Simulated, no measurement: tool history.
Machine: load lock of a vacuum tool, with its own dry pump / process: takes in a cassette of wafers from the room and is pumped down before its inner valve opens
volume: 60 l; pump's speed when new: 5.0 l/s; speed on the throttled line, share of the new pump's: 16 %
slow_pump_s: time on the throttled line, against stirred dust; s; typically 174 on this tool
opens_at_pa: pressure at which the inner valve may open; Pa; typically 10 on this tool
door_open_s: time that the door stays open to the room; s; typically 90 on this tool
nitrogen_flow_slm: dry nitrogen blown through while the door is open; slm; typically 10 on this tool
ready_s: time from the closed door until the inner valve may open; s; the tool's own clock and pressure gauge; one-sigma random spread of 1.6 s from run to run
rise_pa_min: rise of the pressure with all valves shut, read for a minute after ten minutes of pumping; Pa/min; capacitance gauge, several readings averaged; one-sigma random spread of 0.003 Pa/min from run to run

run    hour  slow_pump_s  opens_at_pa  door_open_s  nitrogen_flow_slm  incoming humidity of the room's air, %  ready_s  rise_pa_min
  1       0          174           10           90                 10                                    46.1    280.3        0.059
  2     333          174           10           90                 10                                    42.5    281.5        0.069
  3   552.3          174           10           90                 10                                    42.7    281.3        0.072
  4   930.2          174           10           90                 10                                    43.1    284.5         0.08
  5  1136.1          174           10           90                 22                                    44.9    285.4         0.07
  6  1484.7          174           10           90                 22                                    46.3      287        0.073
  7  1821.7          174           10           90                 10                                    42.8      285         0.09
     2006.7  -- dry pump taken out, an overhauled one fitted
  8  2053.6          174           10           90                 10                                    47.9    255.4        0.099
  9  2323.8          174           10           90                 10                                      44      260        0.104
 10  2713.6          174           10           90                 10                                    44.1      260        0.113
 11  3020.9          174           10           90                 10                                    45.5    260.5        0.117
 12  3410.1          174           20           90                 10                                    44.6      251        0.129
 13  3616.7          174           10           90                 10                                    43.6    259.4        0.133
 14    3969          174           10           46                 10                                    43.7    260.4        0.118
 15  4158.6          174           18           90                 10                                      47    253.1        0.142
 16  4454.8          174           18           90                 10                                    42.4    253.8        0.149
 17  4694.3          136           10           90                 10                                      48    231.5        0.155
 18  4989.2           98           18           90                 20                                    47.1      193        0.154
 19    5202          111            9          136                  4                                    44.4    212.9          0.2
 20    5521          183           13           42                 18                                    45.6    268.7        0.156
 21  5854.9          183           13           42                 18                                    41.6    271.3        0.165
 22  6195.7          183           13           42                 18                                    44.6    269.9        0.177
 23  6386.8          183           13           42                 18                                      43    272.8        0.174
 24  6783.3          183           13           29                 18                                    41.5    269.2        0.184
 25  7041.1          117           15           68                 18                                    47.8    215.5          0.2
 26  7248.6          117           15           68                 18                                    47.1    218.9        0.212
 27  7613.9          117           15           68                 18                                      43    217.3        0.224
 28  7953.9          102           16           68                  7                                    45.7    206.4        0.248
 29  8122.7          188           10          128                 10                                      43    282.7         0.26
 30  8396.4          188           10          128                 10                                    44.1    281.5        0.272

Consider 4 possible next runs. They are alternatives, not a sequence: every one starts from the tool as it was left by run 30. What does each give?
  A  8805.8          122           10           90                 10                                    46.3        ?            ?
  B  8805.8          215           10           90                 12                                    41.9        ?            ?
  C  8805.8          188           10          150                 10                                    44.3        ?            ?
  D  8805.8          174           10          141                 10                                      45        ?            ?

run  ready_s  rise_pa_min
  A      232        0.282
  B    306.6        0.276
  C    287.2        0.306
  D    272.6        0.293
Without the tool's hidden state the same runs would have given:
run  ready_s  rise_pa_min
  A    213.3        0.047
  B    290.7        0.042
  C    270.5         0.07
  D    255.3        0.063

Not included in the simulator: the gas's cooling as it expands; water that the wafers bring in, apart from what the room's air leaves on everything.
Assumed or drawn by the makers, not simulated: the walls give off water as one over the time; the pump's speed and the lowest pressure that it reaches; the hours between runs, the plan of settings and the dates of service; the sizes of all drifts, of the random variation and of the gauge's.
